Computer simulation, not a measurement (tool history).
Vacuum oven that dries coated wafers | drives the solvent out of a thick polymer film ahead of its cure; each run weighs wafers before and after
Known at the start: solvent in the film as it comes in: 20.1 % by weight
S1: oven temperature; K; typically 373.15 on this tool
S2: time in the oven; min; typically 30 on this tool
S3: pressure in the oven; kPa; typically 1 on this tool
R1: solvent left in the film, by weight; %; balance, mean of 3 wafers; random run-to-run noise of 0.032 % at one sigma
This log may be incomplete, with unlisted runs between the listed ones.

{"run": 1, "hour": 0.0, "S1": 373.15, "S2": 30, "S3": 1, "R1": 1.13}
{"run": 2, "hour": 80.1, "S1": 373.15, "S2": 30, "S3": 1, "R1": 1.21}
{"run": 3, "hour": 160.9, "S1": 373.15, "S2": 30, "S3": 2.16, "R1": 1.56}
{"run": 4, "hour": 198.0, "S1": 373.15, "S2": 30, "S3": 2.16, "R1": 1.47}
{"run": 5, "hour": 253.7, "S1": 373.15, "S2": 30, "S3": 2.16, "R1": 1.56}
{"run": 6, "hour": 301.4, "S1": 367.15, "S2": 30, "S3": 1.73, "R1": 2.88}
{"run": 7, "hour": 380.4, "S1": 359.15, "S2": 30, "S3": 0.63, "R1": 5.65}
{"run": 8, "hour": 444.6, "S1": 373.15, "S2": 32, "S3": 1, "R1": 1.03}
{"run": 9, "hour": 497.4, "S1": 373.15, "S2": 32, "S3": 1, "R1": 1.06}
{"run": 10, "hour": 553.1, "S1": 373.15, "S2": 32, "S3": 0.97, "R1": 1.03}

Branching from run 10: 4 alternative next runs. What would each branch give?
{"run": "A", "hour": 604.2, "S1": 373.15, "S2": 32, "S3": 3.81, "R1": "?"}
{"run": "B", "hour": 604.2, "S1": 362.15, "S2": 32, "S3": 0.97, "R1": "?"}
{"run": "C", "hour": 604.2, "S1": 373.15, "S2": 32, "S3": 0.71, "R1": "?"}
{"run": "D", "hour": 604.2, "S1": 369.15, "S2": 23, "S3": 0.72, "R1": "?"}

run=A R1=1.93
run=B R1=4.25
run=C R1=1.02
run=D R1=3.27
What these runs would have given with no unlogged condition in the tool:
run=A R1=1.62
run=B R1=3.62
run=C R1=0.75
run=D R1=2.72
